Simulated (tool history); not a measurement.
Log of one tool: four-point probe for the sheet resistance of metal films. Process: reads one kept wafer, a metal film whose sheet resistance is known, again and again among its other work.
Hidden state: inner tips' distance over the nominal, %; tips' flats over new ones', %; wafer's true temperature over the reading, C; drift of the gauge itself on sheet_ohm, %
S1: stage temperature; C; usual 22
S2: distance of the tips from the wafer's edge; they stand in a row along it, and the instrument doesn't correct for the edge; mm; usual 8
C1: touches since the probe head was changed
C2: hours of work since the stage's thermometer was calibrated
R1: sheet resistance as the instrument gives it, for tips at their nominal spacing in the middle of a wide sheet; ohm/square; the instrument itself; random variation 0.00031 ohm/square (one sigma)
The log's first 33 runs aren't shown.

| run | hour | S1 | S2 | C1 | C2 | R1 |
|---|---|---|---|---|---|---|
| 34 | 1168.8 | 27 | 21 | 31497 | 507 | 1.552094 |
| 35 | 1206.5 | 20 | 16 | 32005 | 524 | 1.552122 |
| 36 | 1234.3 | 20 | 12 | 32381 | 536 | 1.555141 |
| 37 | 1253.9 | 28 | 14 | 32644 | 545 | 1.554911 |
| 38 | 1288.0 | 19 | 19 | 33104 | 560 | 1.551119 |
| 39 | 1317.2 | 19 | 19 | 33498 | 573 | 1.550634 |
| 40 | 1358.1 | 20 | 6 | 34050 | 592 | 1.571814 |
| 41 | 1392.7 | 34 | 15 | 34517 | 607 | 1.555100 |
| 42 | 1437.2 | 20 | 27 | 35116 | 627 | 1.549704 |
| 43 | 1460.0 | 31 | 7 | 35424 | 637 | 1.567399 |
| 44 | 1486.7 | 21 | 67 | 35784 | 649 | 1.548966 |

Forecast run 45:
| 45 | 1506.6 | 21 | 67 | 36052 | 658 | ? |

Run 45 gave R1 1.548406 ohm/square.
Without the tool's hidden state the same run would have given R1 1.551281 ohm/square.

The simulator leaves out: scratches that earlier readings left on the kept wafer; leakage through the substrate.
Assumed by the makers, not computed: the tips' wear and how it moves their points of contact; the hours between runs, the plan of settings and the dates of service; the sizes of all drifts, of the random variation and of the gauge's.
